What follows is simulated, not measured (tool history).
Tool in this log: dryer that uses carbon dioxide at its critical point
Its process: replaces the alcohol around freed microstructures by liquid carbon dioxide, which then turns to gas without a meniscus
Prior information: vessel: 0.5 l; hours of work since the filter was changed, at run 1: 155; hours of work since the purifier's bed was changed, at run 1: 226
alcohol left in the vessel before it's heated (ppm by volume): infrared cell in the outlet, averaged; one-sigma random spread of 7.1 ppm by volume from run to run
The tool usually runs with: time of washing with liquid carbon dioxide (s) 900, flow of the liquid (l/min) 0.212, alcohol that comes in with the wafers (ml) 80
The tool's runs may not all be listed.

run	hour	time of washing with liquid carbon dioxide (s)	flow of the liquid (l/min)	alcohol that comes in with the wafers (ml)	hours of work since the filter was changed	hours of work since the purifier's bed was changed	alcohol left in the vessel before it's heated (ppm by volume)
1	0.0	900	0.212	80	155	226	605
2	6.0	900	0.212	80	159	229	620
3	15.7	900	0.212	80	164	235	651
4	24.2	900	0.212	68	169	240	539
5	32.3	900	0.212	68	174	245	562
6	42.1	900	0.186	80	180	250	1312
7	47.8	900	0.186	80	183	254	1312
8	55.5	900	0.186	80	188	258	1375
9	62.5	900	0.186	25	192	262	453
10	70.3	900	0.212	31	196	267	292
11	77.1	900	0.212	80	200	271	704
12	85.5	900	0.212	80	205	276	719
13	90.0	900	0.212	80	208	278	732
14	95.5	900	0.212	80	211	282	739
15	102.2	600	0.212	80	215	286	4324
16	108.8	600	0.212	80	219	289	4421
17	115.2	900	0.212	80	223	293	756
18	124.7	900	0.212	80	228	299	764
19	129.4	900	0.212	48	231	302	486
20	138.5	900	0.212	49	236	307	499
21	148.4	900	0.212	49	242	313	518
22	155.5	900	0.212	49	246	317	502
23	160.2	660	0.212	80	249	320	3291
24	169.6	660	0.212	80	255	325	3278
25	174.3	660	0.241	44	257	328	1101
26	183.8	660	0.241	44	263	334	1099
27	189.2	660	0.241	44	266	337	1105
28	193.9	720	0.199	49	269	340	1954
# hour 198.7: inlet filter changed
29	201.3	900	0.212	92	2	343	459
30	207.2	900	0.212	92	5	347	446
31	214.8	900	0.212	92	9	351	451
32	219.2	1140	0.286	41	12	354	38
33	227.1	1080	0.253	66	17	358	58
34	231.3	900	0.228	54	19	361	199
35	237.4	900	0.228	54	23	364	200
36	245.7	900	0.344	67	28	369	47
37	255.5	900	0.202	73	33	375	537
38	260.2	1320	0.202	73	36	378	81
39	264.4	900	0.136	44	39	380	2108
40	271.8	900	0.155	114	43	385	3159

Each row is a separate what-if for the run after 40, all from the same tool condition, not one after another. Results?
A	281.3	720	0.212	117	49	390	?
B	281.3	540	0.242	80	49	390	?
C	281.3	780	0.206	34	49	390	?
D	281.3	660	0.165	78	49	390	?

run	alcohol left in the vessel before it's heated (ppm by volume)
A	1994
B	2690
C	497
D	5452
The same runs, with their run-to-run variation unchanged, on a tool lacking any hidden condition would have given:
run	alcohol left in the vessel before it's heated (ppm by volume)
A	1640
B	2279
C	377
D	4786

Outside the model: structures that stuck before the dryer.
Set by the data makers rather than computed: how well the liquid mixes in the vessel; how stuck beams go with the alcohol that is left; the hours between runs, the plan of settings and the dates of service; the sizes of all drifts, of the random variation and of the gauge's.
